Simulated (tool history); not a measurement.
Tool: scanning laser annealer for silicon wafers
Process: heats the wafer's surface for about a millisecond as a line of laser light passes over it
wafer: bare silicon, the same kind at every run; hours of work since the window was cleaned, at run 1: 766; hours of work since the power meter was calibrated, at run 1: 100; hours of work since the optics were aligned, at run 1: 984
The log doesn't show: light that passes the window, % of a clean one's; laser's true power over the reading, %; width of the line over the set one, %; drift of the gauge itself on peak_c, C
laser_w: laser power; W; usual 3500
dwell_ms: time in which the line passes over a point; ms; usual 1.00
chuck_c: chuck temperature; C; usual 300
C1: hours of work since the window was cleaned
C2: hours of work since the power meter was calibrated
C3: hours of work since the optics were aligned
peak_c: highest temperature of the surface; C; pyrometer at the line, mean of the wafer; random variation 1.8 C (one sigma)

Run 1, hour 0.0: usual settings; C1 766; C2 100; C3 984. Result: peak_c 962 C.
At hour 9.9: window over the wafer cleaned.
Run 2, hour 13.2: usual settings; C1 2; C2 108; C3 992. Result: peak_c 1008 C.
Run 3, hour 19.3: usual settings but dwell_ms 1.24 ms; C1 7; C2 112; C3 996. Result: peak_c 1077 C.
Run 4, hour 29.5: usual settings but dwell_ms 1.24 ms; C1 14; C2 119; C3 1003. Result: peak_c 1078 C.
Run 5, hour 36.6: usual settings; C1 19; C2 124; C3 1008. Result: peak_c 1005 C.
Run 6, hour 41.8: usual settings; C1 22; C2 128; C3 1012. Result: peak_c 1004 C.
Run 7, hour 52.6: usual settings; C1 30; C2 135; C3 1019. Result: peak_c 1005 C.
Run 8, hour 62.9: usual settings; C1 37; C2 142; C3 1027. Result: peak_c 1003 C.
Run 9, hour 74.1: usual settings; C1 45; C2 150; C3 1034. Result: peak_c 1001 C.
Run 10, hour 79.4: usual settings; C1 48; C2 154; C3 1038. Result: peak_c 999 C.
Run 11, hour 88.5: usual settings; C1 55; C2 160; C3 1044. Result: peak_c 999 C.
At hour 94.1: optics aligned, line set to its width.
Run 12, hour 101.8: usual settings; C1 60; C2 166; C3 5. Result: peak_c 997 C.
Run 13, hour 113.3: usual settings but laser_w 3221 W; C1 68; C2 174; C3 13. Result: peak_c 923 C.
At hour 127.4: optics aligned, line set to its width, once more.
Run 14, hour 129.5: usual settings but laser_w 3551 W, chuck_c 274 C; C1 76; C2 182; C3 1. Result: peak_c 1003 C.
Run 15, hour 141.1: usual settings but laser_w 3606 W; C1 84; C2 190; C3 10. Result: peak_c 1039 C.
Run 16, hour 153.1: usual settings but dwell_ms 1.11 ms, chuck_c 318 C; C1 93; C2 198; C3 18. Result: peak_c 1061 C.
Run 17, hour 161.1: usual settings but dwell_ms 1.11 ms, chuck_c 318 C; C1 98; C2 204; C3 23. Result: peak_c 1061 C.
Run 18, hour 173.2: usual settings but laser_w 3486 W; C1 107; C2 212; C3 32. Result: peak_c 1004 C.
Run 19, hour 182.9: usual settings but laser_w 3486 W; C1 113; C2 219; C3 39. Result: peak_c 1000 C.
Run 20, hour 189.4: usual settings but laser_w 3300 W, dwell_ms 1.06 ms, chuck_c 276 C; C1 118; C2 223; C3 43. Result: peak_c 947 C.
Run 21, hour 200.5: usual settings but laser_w 3300 W, dwell_ms 1.06 ms, chuck_c 276 C; C1 126; C2 231; C3 51. Result: peak_c 947 C.
Run 22, hour 206.1: usual settings but laser_w 3101 W, dwell_ms 0.70 ms, chuck_c 315 C; C1 129; C2 235; C3 55. Result: peak_c 822 C.
Run 23, hour 218.1: usual settings but dwell_ms 1.02 ms, chuck_c 311 C; C1 138; C2 243; C3 63. Result: peak_c 1023 C.
Run 24, hour 225.3: usual settings but laser_w 3197 W, dwell_ms 0.87 ms, chuck_c 280 C; C1 143; C2 248; C3 68. Result: peak_c 866 C.
Run 25, hour 234.0: usual settings but laser_w 3160 W, dwell_ms 1.22 ms, chuck_c 326 C; C1 149; C2 254; C3 74. Result: peak_c 1002 C.
Run 26, hour 244.9: usual settings but laser_w 3357 W, dwell_ms 1.11 ms, chuck_c 268 C; C1 156; C2 262; C3 82. Result: peak_c 967 C.

Forecast each of these 4 alternatives for the next run:
Run A, hour 254.5: usual settings but laser_w 3073 W, dwell_ms 0.85 ms, chuck_c 288 C; C1 163; C2 269; C3 88. Result: peak_c ?.
Run B, hour 254.5: usual settings but laser_w 3429 W, dwell_ms 0.77 ms, chuck_c 305 C; C1 163; C2 269; C3 88. Result: peak_c ?.
Run C, hour 254.5: usual settings but dwell_ms 0.88 ms; C1 163; C2 269; C3 88. Result: peak_c ?.
Run D, hour 254.5: usual settings but laser_w 3085 W, chuck_c 287 C; C1 163; C2 269; C3 88. Result: peak_c ?.

run  peak_c
  A     833
  B     910
  C     965
  D     881
Without the tool's hidden state the same runs would have given:
run  peak_c
  A     843
  B     922
  C     978
  D     893

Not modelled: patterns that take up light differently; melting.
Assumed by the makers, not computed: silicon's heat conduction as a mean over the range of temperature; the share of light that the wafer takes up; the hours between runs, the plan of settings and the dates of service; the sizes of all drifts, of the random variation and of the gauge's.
